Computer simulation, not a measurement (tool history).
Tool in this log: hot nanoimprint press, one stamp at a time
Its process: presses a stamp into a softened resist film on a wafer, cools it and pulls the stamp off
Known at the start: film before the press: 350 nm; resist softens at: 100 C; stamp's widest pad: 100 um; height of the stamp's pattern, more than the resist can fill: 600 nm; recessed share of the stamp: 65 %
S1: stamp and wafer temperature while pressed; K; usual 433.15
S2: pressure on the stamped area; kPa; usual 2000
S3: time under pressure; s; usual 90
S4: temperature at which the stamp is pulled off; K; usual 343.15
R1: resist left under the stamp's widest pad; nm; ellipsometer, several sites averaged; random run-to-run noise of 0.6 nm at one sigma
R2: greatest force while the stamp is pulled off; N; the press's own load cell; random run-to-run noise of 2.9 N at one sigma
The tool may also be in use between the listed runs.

run 1 hour=0 | S1=433.15 S2=2000 S3=90 S4=343.15 | R1=139.1 R2=148
run 2 hour=40.4 | S1=433.15 S2=2720 S3=90 S4=343.15 | R1=118.3 R2=148
run 3 hour=74.1 | S1=433.15 S2=2720 S3=90 S4=343.15 | R1=118.4 R2=158
run 4 hour=119.8 | S1=433.15 S2=2720 S3=90 S4=343.15 | R1=117.4 R2=155
run 5 hour=161.4 | S1=424.15 S2=2000 S3=90 S4=343.15 | R1=222.5 R2=163
run 6 hour=203.6 | S1=424.15 S2=2000 S3=90 S4=343.15 | R1=220.8 R2=163
run 7 hour=233.3 | S1=424.15 S2=2000 S3=90 S4=343.15 | R1=221.7 R2=163
run 8 hour=273.9 | S1=424.15 S2=2000 S3=90 S4=343.15 | R1=219 R2=169
run 9 hour=321 | S1=433.15 S2=2000 S3=117 S4=343.15 | R1=122.2 R2=168
run 10 hour=354 | S1=433.15 S2=2000 S3=90 S4=343.15 | R1=134.7 R2=183
-- hour=396.6 stamp cleaned and given a new release coat
run 11 hour=407.1 | S1=433.15 S2=2960 S3=90 S4=343.15 | R1=110.6 R2=137
run 12 hour=434.4 | S1=428.15 S2=2000 S3=104 S4=328.15 | R1=168.4 R2=192
run 13 hour=473.3 | S1=428.15 S2=2000 S3=104 S4=328.15 | R1=168.5 R2=198
run 14 hour=505.1 | S1=433.15 S2=2680 S3=90 S4=350.15 | R1=115.6 R2=114
run 15 hour=545 | S1=433.15 S2=2680 S3=90 S4=350.15 | R1=114.3 R2=123
-- hour=551.3 plate thermocouple calibrated
run 16 hour=593.7 | S1=433.15 S2=2680 S3=90 S4=350.15 | R1=110.4 R2=118
run 17 hour=622.2 | S1=435.15 S2=1360 S3=53 S4=337.15 | R1=169.2 R2=174
-- hour=650.5 plate thermocouple calibrated, once more
run 18 hour=656.4 | S1=433.15 S2=1400 S3=90 S4=343.15 | R1=167.2 R2=162
run 19 hour=703.5 | S1=427.15 S2=2200 S3=159 S4=333.15 | R1=153.5 R2=201
run 20 hour=731.3 | S1=427.15 S2=2200 S3=159 S4=336.15 | R1=153.4 R2=200
run 21 hour=766.1 | S1=427.15 S2=2200 S3=159 S4=336.15 | R1=151.7 R2=196
-- hour=777.9 press's hydraulic seals changed and the load cell set to zero
run 22 hour=793.2 | S1=427.15 S2=2200 S3=159 S4=336.15 | R1=149.3 R2=194

5 options for the next run, each taken on its own from the tool as it stands now. Forecast them:
run A hour=818.9 | S1=427.15 S2=2200 S3=159 S4=343.15 | R1=? R2=?
run B hour=818.9 | S1=433.15 S2=1460 S3=90 S4=334.15 | R1=? R2=?
run C hour=818.9 | S1=427.15 S2=2200 S3=98 S4=339.15 | R1=? R2=?
run D hour=818.9 | S1=427.15 S2=2200 S3=157 S4=336.15 | R1=? R2=?
run E hour=818.9 | S1=431.15 S2=2200 S3=86 S4=337.15 | R1=? R2=?

run=A R1=148.2 R2=170
run=B R1=160.1 R2=210
run=C R1=176.5 R2=192
run=D R1=148.9 R2=202
run=E R1=147 R2=195
The same runs, with their run-to-run variation unchanged, on a tool lacking any hidden condition would have given:
run=A R1=151.8 R2=135
run=B R1=163.6 R2=166
run=C R1=180.5 R2=153
run=D R1=152.5 R2=160
run=E R1=150.3 R2=154
